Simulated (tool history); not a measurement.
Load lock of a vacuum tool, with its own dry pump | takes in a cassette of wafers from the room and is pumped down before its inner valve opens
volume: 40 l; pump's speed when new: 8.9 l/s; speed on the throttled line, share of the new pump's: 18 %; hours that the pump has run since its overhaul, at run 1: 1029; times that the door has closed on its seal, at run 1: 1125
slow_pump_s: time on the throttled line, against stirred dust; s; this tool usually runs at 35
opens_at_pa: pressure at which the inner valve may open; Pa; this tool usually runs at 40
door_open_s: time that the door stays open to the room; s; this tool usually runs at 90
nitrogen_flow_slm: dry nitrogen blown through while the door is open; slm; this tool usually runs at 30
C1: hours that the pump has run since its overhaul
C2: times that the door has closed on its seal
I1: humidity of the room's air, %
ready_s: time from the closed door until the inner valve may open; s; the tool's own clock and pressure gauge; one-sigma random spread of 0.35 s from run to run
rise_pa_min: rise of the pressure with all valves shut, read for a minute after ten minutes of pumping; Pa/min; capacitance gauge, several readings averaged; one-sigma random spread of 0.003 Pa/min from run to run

Run 1, hour 0.0: usual settings; C1 1029; C2 1125; I1 45.8. Result: ready_s 63.9 s, rise_pa_min 0.039 Pa/min.
Run 2, hour 104.5: usual settings; C1 1133; C2 1643; I1 44.9. Result: ready_s 64.2 s, rise_pa_min 0.040 Pa/min.
Run 3, hour 207.7: usual settings; C1 1236; C2 2153; I1 44.9. Result: ready_s 64.8 s, rise_pa_min 0.051 Pa/min.
Run 4, hour 295.1: usual settings; C1 1324; C2 2586; I1 40.1. Result: ready_s 64.6 s, rise_pa_min 0.047 Pa/min.
Run 5, hour 361.5: usual settings; C1 1390; C2 2915; I1 42.8. Result: ready_s 64.4 s, rise_pa_min 0.052 Pa/min.
Run 6, hour 441.9: usual settings; C1 1471; C2 3313; I1 44.2. Result: ready_s 64.1 s, rise_pa_min 0.048 Pa/min.
Run 7, hour 540.7: usual settings; C1 1569; C2 3802; I1 47.0. Result: ready_s 64.3 s, rise_pa_min 0.056 Pa/min.
Run 8, hour 596.6: usual settings but opens_at_pa 55 Pa; C1 1625; C2 4079; I1 42.6. Result: ready_s 63.4 s, rise_pa_min 0.054 Pa/min.
Run 9, hour 693.8: usual settings but opens_at_pa 31 Pa; C1 1722; C2 4560; I1 39.8. Result: ready_s 65.4 s, rise_pa_min 0.053 Pa/min.
Run 10, hour 748.3: usual settings but opens_at_pa 31 Pa; C1 1777; C2 4829; I1 46.8. Result: ready_s 65.3 s, rise_pa_min 0.055 Pa/min.
Run 11, hour 823.5: usual settings but opens_at_pa 31 Pa; C1 1852; C2 5202; I1 42.6. Result: ready_s 65.0 s, rise_pa_min 0.052 Pa/min.
Run 12, hour 921.0: usual settings; C1 1950; C2 5685; I1 47.0. Result: ready_s 64.4 s, rise_pa_min 0.059 Pa/min.
Run 13, hour 1023.5: usual settings but slow_pump_s 24 s; C1 2052; C2 6192; I1 43.1. Result: ready_s 55.6 s, rise_pa_min 0.063 Pa/min.
Run 14, hour 1086.7: usual settings but slow_pump_s 24 s; C1 2115; C2 6505; I1 46.9. Result: ready_s 55.6 s, rise_pa_min 0.063 Pa/min.
Run 15, hour 1169.2: usual settings but slow_pump_s 24 s; C1 2198; C2 6913; I1 42.4. Result: ready_s 55.3 s, rise_pa_min 0.057 Pa/min.
Run 16, hour 1221.2: usual settings but nitrogen_flow_slm 9 slm; C1 2250; C2 7171; I1 45.1. Result: ready_s 64.9 s, rise_pa_min 0.088 Pa/min.
Run 17, hour 1310.1: usual settings but nitrogen_flow_slm 9 slm; C1 2339; C2 7611; I1 42.7. Result: ready_s 64.7 s, rise_pa_min 0.093 Pa/min.
Run 18, hour 1414.0: usual settings but door_open_s 51 s, nitrogen_flow_slm 9 slm; C1 2443; C2 8125; I1 45.3. Result: ready_s 64.8 s, rise_pa_min 0.083 Pa/min.
Run 19, hour 1468.4: usual settings but door_open_s 51 s, nitrogen_flow_slm 9 slm; C1 2497; C2 8394; I1 43.2. Result: ready_s 64.3 s, rise_pa_min 0.085 Pa/min.
Run 20, hour 1542.4: usual settings but door_open_s 51 s, nitrogen_flow_slm 9 slm; C1 2571; C2 8761; I1 44.2. Result: ready_s 64.3 s, rise_pa_min 0.082 Pa/min.
Run 21, hour 1638.7: usual settings but slow_pump_s 63 s, opens_at_pa 73 Pa, door_open_s 73 s, nitrogen_flow_slm 4 slm; C1 2667; C2 9237; I1 44.6. Result: ready_s 84.8 s, rise_pa_min 0.112 Pa/min.
Run 22, hour 1713.2: usual settings but slow_pump_s 27 s, opens_at_pa 73 Pa, door_open_s 73 s, nitrogen_flow_slm 6 slm; C1 2742; C2 9606; I1 44.6. Result: ready_s 55.3 s, rise_pa_min 0.107 Pa/min.
Run 23, hour 1768.1: usual settings but slow_pump_s 58 s, door_open_s 228 s; C1 2797; C2 9878; I1 48.3. Result: ready_s 82.7 s, rise_pa_min 0.110 Pa/min.
Run 24, hour 1810.7: usual settings but slow_pump_s 51 s; C1 2839; C2 10089; I1 42.8. Result: ready_s 78.0 s, rise_pa_min 0.078 Pa/min.
Run 25, hour 1860.7: usual settings but opens_at_pa 41 Pa; C1 2889; C2 10336; I1 45.9. Result: ready_s 64.2 s, rise_pa_min 0.087 Pa/min.
Run 26, hour 1937.6: usual settings but slow_pump_s 18 s, opens_at_pa 31 Pa, door_open_s 216 s, nitrogen_flow_slm 8 slm; C1 2966; C2 10717; I1 42.8. Result: ready_s 52.1 s, rise_pa_min 0.151 Pa/min.
Run 27, hour 2031.3: usual settings but slow_pump_s 20 s, opens_at_pa 31 Pa, door_open_s 117 s, nitrogen_flow_slm 11 slm; C1 3060; C2 11181; I1 43.6. Result: ready_s 53.3 s, rise_pa_min 0.124 Pa/min.
Run 28, hour 2104.2: usual settings but slow_pump_s 24 s, opens_at_pa 57 Pa; C1 3133; C2 11542; I1 42.6. Result: ready_s 54.1 s, rise_pa_min 0.088 Pa/min.
Run 29, hour 2202.8: usual settings but slow_pump_s 24 s, opens_at_pa 57 Pa; C1 3231; C2 12030; I1 46.8. Result: ready_s 54.2 s, rise_pa_min 0.096 Pa/min.
Run 30, hour 2245.7: usual settings but slow_pump_s 19 s, opens_at_pa 38 Pa, door_open_s 178 s; C1 3274; C2 12242; I1 42.9. Result: ready_s 52.6 s, rise_pa_min 0.106 Pa/min.
Run 31, hour 2325.2: usual settings but slow_pump_s 19 s, opens_at_pa 38 Pa, door_open_s 178 s; C1 3354; C2 12636; I1 46.6. Result: ready_s 52.1 s, rise_pa_min 0.119 Pa/min.
Run 32, hour 2424.2: usual settings but slow_pump_s 19 s, opens_at_pa 38 Pa, door_open_s 178 s; C1 3453; C2 13126; I1 46.5. Result: ready_s 52.4 s, rise_pa_min 0.118 Pa/min.
Run 33, hour 2485.1: usual settings but slow_pump_s 19 s, opens_at_pa 38 Pa, door_open_s 178 s; C1 3514; C2 13427; I1 47.1. Result: ready_s 52.3 s, rise_pa_min 0.123 Pa/min.
Run 34, hour 2558.4: usual settings but slow_pump_s 56 s, opens_at_pa 35 Pa, door_open_s 55 s, nitrogen_flow_slm 8 slm; C1 3587; C2 13790; I1 48.7. Result: ready_s 81.7 s, rise_pa_min 0.123 Pa/min.
Run 35, hour 2629.0: usual settings but slow_pump_s 21 s, opens_at_pa 29 Pa, door_open_s 36 s, nitrogen_flow_slm 37 slm; C1 3658; C2 14139; I1 42.9. Result: ready_s 54.5 s, rise_pa_min 0.089 Pa/min.
Run 36, hour 2721.3: usual settings but slow_pump_s 24 s, door_open_s 194 s; C1 3750; C2 14596; I1 42.3. Result: ready_s 55.8 s, rise_pa_min 0.126 Pa/min.
Run 37, hour 2789.5: usual settings but nitrogen_flow_slm 11 slm; C1 3818; C2 14934; I1 42.4. Result: ready_s 65.0 s, rise_pa_min 0.136 Pa/min.

What if the next run were any one of these 3? Each begins from the tool's condition after run 37:
Run A, hour 2891.6: usual settings but door_open_s 66 s; C1 3920; C2 15439; I1 43.9. Result: ready_s ?, rise_pa_min ?.
Run B, hour 2891.6: usual settings but opens_at_pa 36 Pa, door_open_s 101 s, nitrogen_flow_slm 34 slm; C1 3920; C2 15439; I1 47.6. Result: ready_s ?, rise_pa_min ?.
Run C, hour 2891.6: usual settings but slow_pump_s 68 s, nitrogen_flow_slm 11 slm; C1 3920; C2 15439; I1 49.5. Result: ready_s ?, rise_pa_min ?.

run  ready_s  rise_pa_min
  A     64.6        0.110
  B     65.0        0.120
  C     91.9        0.147
Take away the tool's hidden state, keep each run's random variation, and the runs would have read:
run  ready_s  rise_pa_min
  A     63.8        0.029
  B     64.2        0.039
  C     91.2        0.065

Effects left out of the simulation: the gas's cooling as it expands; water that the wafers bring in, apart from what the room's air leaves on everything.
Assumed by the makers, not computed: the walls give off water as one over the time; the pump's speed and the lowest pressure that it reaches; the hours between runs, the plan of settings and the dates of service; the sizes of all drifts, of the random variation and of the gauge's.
